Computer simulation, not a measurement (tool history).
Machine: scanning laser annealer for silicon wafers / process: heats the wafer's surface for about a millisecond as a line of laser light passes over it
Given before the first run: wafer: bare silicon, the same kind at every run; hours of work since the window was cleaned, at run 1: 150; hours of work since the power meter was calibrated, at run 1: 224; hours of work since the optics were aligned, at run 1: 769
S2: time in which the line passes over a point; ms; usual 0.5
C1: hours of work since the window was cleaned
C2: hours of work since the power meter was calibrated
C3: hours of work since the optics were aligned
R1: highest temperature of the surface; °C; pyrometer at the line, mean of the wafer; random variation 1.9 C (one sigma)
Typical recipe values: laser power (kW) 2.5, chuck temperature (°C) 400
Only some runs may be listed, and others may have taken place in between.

Run 1, hour 0: usual settings; C1 150; C2 224; C3 769. Result: R1 1192 °C.
Run 2, hour 9.4: usual settings; C1 157; C2 230; C3 776. Result: R1 1192 °C.
Run 3, hour 16.5: usual settings but chuck temperature (°C) 372; C1 162; C2 235; C3 781. Result: R1 1167 °C.
Run 4, hour 25.2: usual settings but chuck temperature (°C) 372; C1 168; C2 242; C3 787. Result: R1 1167 °C.
Run 5, hour 29.6: usual settings but chuck temperature (°C) 418; C1 171; C2 245; C3 790. Result: R1 1210 °C.
Run 6, hour 36.9: usual settings but chuck temperature (°C) 418; C1 176; C2 250; C3 796. Result: R1 1212 °C.
Run 7, hour 45.6: usual settings but chuck temperature (°C) 418; C1 182; C2 256; C3 802. Result: R1 1215 °C.
Run 8, hour 54.4: usual settings; C1 189; C2 262; C3 808. Result: R1 1193 °C.
Run 9, hour 63.8: usual settings but S2 0.584 ms; C1 195; C2 269; C3 815. Result: R1 1249 °C.
Run 10, hour 70.6: usual settings but laser power (kW) 2.491, S2 0.584 ms; C1 200; C2 274; C3 820. Result: R1 1249 °C.
Run 11, hour 74.7: usual settings but laser power (kW) 2.491, S2 0.584 ms, chuck temperature (°C) 374; C1 203; C2 277; C3 823. Result: R1 1218 °C.
Run 12, hour 80.6: usual settings but chuck temperature (°C) 399; C1 207; C2 281; C3 827. Result: R1 1191 °C.
Run 13, hour 89: usual settings but chuck temperature (°C) 399; C1 213; C2 287; C3 833. Result: R1 1192 °C.
Run 14, hour 97.3: usual settings but chuck temperature (°C) 399; C1 219; C2 293; C3 839. Result: R1 1194 °C.
Run 15, hour 103.9: usual settings but S2 0.513 ms; C1 224; C2 297; C3 843. Result: R1 1203 °C.
Run 16, hour 108.5: usual settings but S2 0.513 ms; C1 227; C2 301; C3 847. Result: R1 1203 °C.
Run 17, hour 114.6: usual settings but S2 0.513 ms; C1 231; C2 305; C3 851. Result: R1 1201 °C.
Run 18, hour 118.6: usual settings but S2 0.513 ms; C1 234; C2 308; C3 854. Result: R1 1201 °C.
Run 19, hour 124.9: usual settings but S2 0.513 ms; C1 239; C2 312; C3 858. Result: R1 1202 °C.
Run 20, hour 134.2: usual settings but chuck temperature (°C) 394; C1 245; C2 319; C3 865. Result: R1 1190 °C.
Run 21, hour 141.7: usual settings but laser power (kW) 2.236, chuck temperature (°C) 412; C1 251; C2 324; C3 870. Result: R1 1110 °C.
Run 22, hour 147.7: usual settings but laser power (kW) 2.236, chuck temperature (°C) 412; C1 255; C2 329; C3 874. Result: R1 1109 °C.
Run 23, hour 153.3: usual settings but laser power (kW) 2.236, chuck temperature (°C) 410; C1 259; C2 333; C3 878. Result: R1 1107 °C.
Run 24, hour 162.1: usual settings but laser power (kW) 2.672, S2 0.372 ms, chuck temperature (°C) 437; C1 265; C2 339; C3 885. Result: R1 1189 °C.
Run 25, hour 166.3: usual settings but laser power (kW) 2.207, chuck temperature (°C) 392; C1 268; C2 342; C3 888. Result: R1 1077 °C.
Run 26, hour 174.1: usual settings but laser power (kW) 2.584, S2 0.508 ms, chuck temperature (°C) 382; C1 274; C2 347; C3 893. Result: R1 1209 °C.
Run 27, hour 179.1: usual settings but laser power (kW) 2.396, S2 0.396 ms, chuck temperature (°C) 381; C1 277; C2 351; C3 897. Result: R1 1067 °C.
Run 28, hour 187.2: usual settings but laser power (kW) 2.448, S2 0.578 ms, chuck temperature (°C) 429; C1 283; C2 357; C3 902. Result: R1 1255 °C.
Run 29, hour 193.2: usual settings but laser power (kW) 2.448, S2 0.578 ms, chuck temperature (°C) 429; C1 287; C2 361; C3 907. Result: R1 1254 °C.
Run 30, hour 198.8: usual settings but laser power (kW) 2.448, S2 0.578 ms, chuck temperature (°C) 429; C1 291; C2 365; C3 911. Result: R1 1256 °C.
Run 31, hour 204.2: usual settings but laser power (kW) 2.448, S2 0.578 ms, chuck temperature (°C) 429; C1 295; C2 369; C3 915. Result: R1 1251 °C.
Run 32, hour 212.3: usual settings but laser power (kW) 2.448, S2 0.578 ms, chuck temperature (°C) 429; C1 301; C2 375; C3 920. Result: R1 1256 °C.
Run 33, hour 217.2: usual settings but laser power (kW) 2.611, S2 0.468 ms, chuck temperature (°C) 409; C1 304; C2 378; C3 924. Result: R1 1221 °C.
Run 34, hour 223.2: usual settings but laser power (kW) 2.679, S2 0.579 ms, chuck temperature (°C) 409; C1 309; C2 382; C3 928. Result: R1 1326 °C.
Run 35, hour 228.2: usual settings but laser power (kW) 2.679, S2 0.579 ms, chuck temperature (°C) 409; C1 312; C2 386; C3 932. Result: R1 1322 °C.
Run 36, hour 233.4: usual settings but laser power (kW) 2.741, S2 0.596 ms; C1 316; C2 390; C3 935. Result: R1 1351 °C.
Run 37, hour 239.2: usual settings but laser power (kW) 2.741, S2 0.596 ms; C1 320; C2 394; C3 940. Result: R1 1352 °C.
Run 38, hour 245.2: usual settings but laser power (kW) 2.741, S2 0.596 ms, chuck temperature (°C) 412; C1 324; C2 398; C3 944. Result: R1 1362 °C.
Run 39, hour 251.6: usual settings but laser power (kW) 2.514, S2 0.438 ms, chuck temperature (°C) 412; C1 329; C2 403; C3 948. Result: R1 1167 °C.
Run 40, hour 257.9: usual settings but laser power (kW) 2.514, S2 0.438 ms, chuck temperature (°C) 412; C1 333; C2 407; C3 953. Result: R1 1167 °C.

3 ways to go on from here, each from the tool as it stands after run 40. What would each give?
Run A, hour 264.8: usual settings but laser power (kW) 2.561, S2 0.597 ms, chuck temperature (°C) 366; C1 338; C2 412; C3 958. Result: R1 ?.
Run B, hour 264.8: usual settings but laser power (kW) 2.423, S2 0.558 ms, chuck temperature (°C) 402; C1 338; C2 412; C3 958. Result: R1 ?.
Run C, hour 264.8: usual settings but laser power (kW) 2.146, S2 0.395 ms, chuck temperature (°C) 432; C1 338; C2 412; C3 958. Result: R1 ?.

run    R1
  A  1242
  B  1205
  C  1032
What these runs would have given with no unlogged condition in the tool:
run    R1
  A  1243
  B  1206
  C  1033
